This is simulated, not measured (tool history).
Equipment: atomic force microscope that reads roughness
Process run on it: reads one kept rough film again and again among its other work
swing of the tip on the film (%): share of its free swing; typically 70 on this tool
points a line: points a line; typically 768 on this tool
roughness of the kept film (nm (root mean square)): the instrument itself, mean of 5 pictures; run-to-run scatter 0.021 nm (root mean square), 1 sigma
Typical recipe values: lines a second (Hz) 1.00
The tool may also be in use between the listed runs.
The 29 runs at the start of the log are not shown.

| run | day | lines a second (Hz) | swing of the tip on the film (%) | points a line | pictures with this tip | hours of work since the height scale was calibrated | roughness of the kept film (nm (root mean square)) |
|---|---|---|---|---|---|---|---|
| 30 | 18.808 | 1.00 | 70 | 416 | 43 | 338 | 5.265 |
| 31 | 19.471 | 1.00 | 70 | 416 | 70 | 347 | 5.273 |
| 32 | 20.054 | 1.00 | 70 | 416 | 93 | 356 | 5.277 |
| 33 | 20.788 | 2.62 | 88 | 927 | 122 | 367 | 4.869 |
| 34 | 21.708 | 1.30 | 70 | 372 | 158 | 380 | 5.237 |
| 35 | 22.296 | 0.51 | 75 | 768 | 181 | 389 | 5.334 |
| 36 | 23.212 | 0.54 | 55 | 768 | 217 | 402 | 5.287 |
| 37 | 23.850 | 2.61 | 76 | 436 | 243 | 412 | 5.036 |
| 38 | 24.412 | 2.61 | 76 | 436 | 265 | 420 | 5.071 |
| 39 | 24.883 | 1.00 | 78 | 768 | 283 | 427 | 5.261 |
| 40 | 25.529 | 0.96 | 57 | 480 | 309 | 437 | 5.314 |
|  | 25.779 | new tip fitted |
| 41 | 25.996 | 3.69 | 57 | 566 | 8 | 443 | 5.253 |
| 42 | 26.454 | 1.00 | 70 | 535 | 26 | 450 | 5.252 |
| 43 | 26.829 | 1.09 | 70 | 363 | 41 | 455 | 5.265 |
| 44 | 27.425 | 0.59 | 70 | 363 | 65 | 464 | 5.313 |
| 45 | 28.167 | 0.59 | 74 | 750 | 94 | 475 | 5.315 |
| 46 | 28.638 | 0.59 | 74 | 750 | 113 | 482 | 5.319 |
| 47 | 29.029 | 0.85 | 78 | 631 | 128 | 488 | 5.275 |

What if the next run were any one of these 4? Each begins from the tool's condition after run 47:
| A | 29.433 | 0.85 | 59 | 631 | 144 | 494 | ? |
| B | 29.433 | 0.85 | 78 | 408 | 144 | 494 | ? |
| C | 29.433 | 0.66 | 60 | 321 | 144 | 494 | ? |
| D | 29.433 | 1.00 | 68 | 768 | 144 | 494 | ? |

| run | roughness of the kept film (nm (root mean square)) |
|---|---|
| A | 5.312 |
| B | 5.214 |
| C | 5.315 |
| D | 5.322 |
Without the tool's hidden state the same runs would have given:
| run | roughness of the kept film (nm (root mean square)) |
|---|---|
| A | 5.316 |
| B | 5.218 |
| C | 5.319 |
| D | 5.327 |

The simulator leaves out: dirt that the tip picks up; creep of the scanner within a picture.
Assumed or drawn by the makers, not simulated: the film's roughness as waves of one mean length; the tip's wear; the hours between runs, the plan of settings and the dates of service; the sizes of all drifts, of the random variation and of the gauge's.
